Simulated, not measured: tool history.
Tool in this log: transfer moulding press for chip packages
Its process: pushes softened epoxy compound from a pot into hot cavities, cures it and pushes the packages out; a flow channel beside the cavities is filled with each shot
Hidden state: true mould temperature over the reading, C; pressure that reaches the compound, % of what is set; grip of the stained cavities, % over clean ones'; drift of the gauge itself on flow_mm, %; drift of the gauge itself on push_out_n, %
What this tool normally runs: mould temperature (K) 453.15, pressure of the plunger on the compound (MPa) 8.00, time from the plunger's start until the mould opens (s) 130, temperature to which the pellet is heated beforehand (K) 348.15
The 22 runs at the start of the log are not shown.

run,hour,mould temperature (K),pressure of the plunger on the compound (MPa),time from the plunger's start until the mould opens (s),temperature to which the pellet is heated beforehand (K),hours of work since the mould's thermocouples were calibrated,shots since the plunger's rings were changed,shots since the cavities were cleaned,incoming compound's hours out of the cold store,length that the compound runs in the flow channel (mm),greatest force on the pins that push the packages out (N)
23,381.5,450.15,7.40,122,357.15,349,3723,337,30.9,623,643
24,407.8,448.15,8.00,130,348.15,360,3878,492,37.8,633,648
# hour 414.2: plunger's sealing rings changed
25,435.7,447.15,8.00,130,348.15,371,126,641,24.1,679,722
# hour 438.7: cavities cleaned with cleaning compound and waxed
26,449.1,455.15,8.88,130,348.15,376,197,62,46.1,625,457
27,464.0,457.15,8.00,130,350.15,382,284,149,45.2,589,471
28,485.0,451.15,6.01,153,345.15,391,408,273,18.2,594,473
29,506.1,451.15,6.32,145,349.15,400,532,397,14.7,618,488
30,518.3,446.15,8.00,130,343.15,405,604,469,39.4,632,739

Below are 3 alternative next runs, each starting from the tool's condition after run 30. Predict each:
A,541.0,456.15,7.63,130,344.15,414,737,602,24.7,?,?
B,541.0,460.15,8.60,120,348.15,414,737,602,14.9,?,?
C,541.0,446.15,8.00,130,342.15,414,737,602,42.3,?,?

run,length that the compound runs in the flow channel (mm),greatest force on the pins that push the packages out (N)
A,635,484
B,699,451
C,627,756
Without the tool's hidden state the same runs would have given:
run,length that the compound runs in the flow channel (mm),greatest force on the pins that push the packages out (N)
A,636,480
B,699,448
C,627,751

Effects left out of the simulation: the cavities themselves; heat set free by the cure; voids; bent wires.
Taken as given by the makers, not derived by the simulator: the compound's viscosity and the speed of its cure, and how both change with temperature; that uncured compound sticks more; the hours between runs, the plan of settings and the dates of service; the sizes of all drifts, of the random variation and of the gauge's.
